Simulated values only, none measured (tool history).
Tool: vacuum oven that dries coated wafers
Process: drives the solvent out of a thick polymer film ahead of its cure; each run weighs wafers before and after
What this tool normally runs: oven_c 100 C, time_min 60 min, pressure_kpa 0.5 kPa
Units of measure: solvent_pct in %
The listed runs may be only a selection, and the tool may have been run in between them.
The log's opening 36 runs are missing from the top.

run	hour	oven_c	time_min	pressure_kpa	hours of work since the thermocouples were calibrated	hours of work since the vacuum gauge was cleaned of residue	solvent_pct
37	884.8	97	91	0.5	205	653	0.33
38	915.2	98	30	0.5	219	667	2.34
39	932.5	98	30	0.5	227	676	2.34
40	963.7	98	30	0.5	241	690	2.36
41	980	108	60	0.474	249	698	0.22
42	1008.1	109	36	0.474	262	711	0.48
43	1021.7	98	74	0.383	268	717	0.38
44	1050	100	60	0.5	281	730	0.49
45	1065.1	114	58	0.5	288	737	0.11
46	1090.4	114	58	0.5	300	749	0.12
47	1119.6	108	64	0.5	313	762	0.17

4 options for the next run, each taken on its own from the tool as it stands now. Forecast them:
A	1150.8	96	64	0.5	328	777	?
B	1150.8	111	76	0.443	328	777	?
C	1150.8	88	64	0.675	328	777	?
D	1150.8	100	60	0.598	328	777	?

run	solvent_pct
A	0.78
B	0.15
C	1.94
D	0.54
With the hidden condition removed and each run's random variation left untouched, the same runs would have given:
run	solvent_pct
A	0.69
B	0.1
C	1.81
D	0.46
